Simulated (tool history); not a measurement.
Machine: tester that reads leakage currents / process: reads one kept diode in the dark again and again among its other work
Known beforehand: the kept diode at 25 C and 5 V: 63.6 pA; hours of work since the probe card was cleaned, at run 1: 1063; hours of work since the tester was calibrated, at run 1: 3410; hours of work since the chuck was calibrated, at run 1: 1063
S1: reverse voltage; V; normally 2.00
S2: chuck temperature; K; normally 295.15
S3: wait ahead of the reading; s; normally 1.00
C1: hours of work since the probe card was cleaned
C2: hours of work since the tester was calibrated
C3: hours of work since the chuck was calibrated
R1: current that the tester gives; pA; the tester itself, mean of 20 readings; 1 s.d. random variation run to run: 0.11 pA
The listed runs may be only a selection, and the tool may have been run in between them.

run,hour,S1,S2,S3,C1,C2,C3,R1
1,0.0,2.00,295.15,1.00,1063,3410,1063,35.73
2,125.4,2.00,295.15,1.00,1152,3498,1152,36.26
# hour 206.5: chuck's temperature calibrated
3,304.7,2.00,295.15,1.00,1278,3624,70,33.03
4,436.0,2.00,295.15,1.00,1371,3717,163,33.61
5,673.2,2.00,295.15,1.94,1539,3885,331,33.81
6,808.2,2.00,295.15,1.94,1635,3981,427,34.36
# hour 1002.1: probe card cleaned and baked
7,1004.6,19.32,295.15,2.90,2,4118,564,91.32
8,1217.9,2.60,304.15,0.30,153,4269,715,87.34
9,1386.5,2.60,304.15,0.30,272,4389,834,87.81
10,1593.9,2.00,295.15,3.25,419,4536,981,33.82

Each row is a separate what-if for the run after 10, all from the same tool condition, not one after another. Results?
A,1845.5,4.08,297.15,3.25,598,4714,1160,?
B,1845.5,1.36,295.15,1.00,598,4714,1160,?
C,1845.5,2.00,308.15,3.25,598,4714,1160,?
D,1845.5,2.00,295.15,1.46,598,4714,1160,?
E,1845.5,14.33,329.15,1.00,598,4714,1160,?

run,R1
A,58.53
B,29.04
C,114.40
D,34.43
E,1658.44
The same runs, with their run-to-run variation unchanged, on a tool lacking any hidden condition would have given:
run,R1
A,52.66
B,26.42
C,106.41
D,31.13
E,1565.10
